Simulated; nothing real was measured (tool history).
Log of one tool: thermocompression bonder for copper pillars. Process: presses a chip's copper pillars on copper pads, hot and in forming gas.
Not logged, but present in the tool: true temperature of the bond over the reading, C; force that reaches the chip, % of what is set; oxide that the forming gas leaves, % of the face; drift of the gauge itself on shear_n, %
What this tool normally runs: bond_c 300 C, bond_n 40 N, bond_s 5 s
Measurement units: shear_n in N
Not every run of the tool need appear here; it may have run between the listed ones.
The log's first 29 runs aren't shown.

run,hour,bond_c,bond_n,bond_s,hours of work since the heater was calibrated,hours of work since the force cell was calibrated,hours of work since the gas filter was changed,shear_n
30,805.9,300,52,11,497,469,78,69.1
31,830.2,300,52,11,510,482,91,67.1
32,846.1,318,35,13,519,491,100,70.5
33,880.6,300,40,5,537,510,119,48.4
34,917.1,296,40,4,557,530,139,41.9
35,936.7,296,25,4,568,541,149,31.7
36,971.2,300,25,5,587,559,168,35.2
37,999.5,320,55,3,602,575,184,56.8
38,1030.6,300,34,3,619,592,201,34.5
39,1049.9,300,34,3,630,603,211,34.5

Alternative continuations, all from the tool just after run 39; predict every row:
A,1076,300,34,3,644,617,225,?
B,1076,316,29,5,644,617,225,?
C,1076,300,44,3,644,617,225,?
D,1076,301,57,5,644,617,225,?
E,1076,300,31,5,644,617,225,?

run,shear_n
A,34.4
B,46.2
C,40
D,54.1
E,39.4
With the hidden condition removed and each run's random variation left untouched, the same runs would have given:
run,shear_n
A,41.7
B,54.5
C,47.9
D,63.1
E,47.3
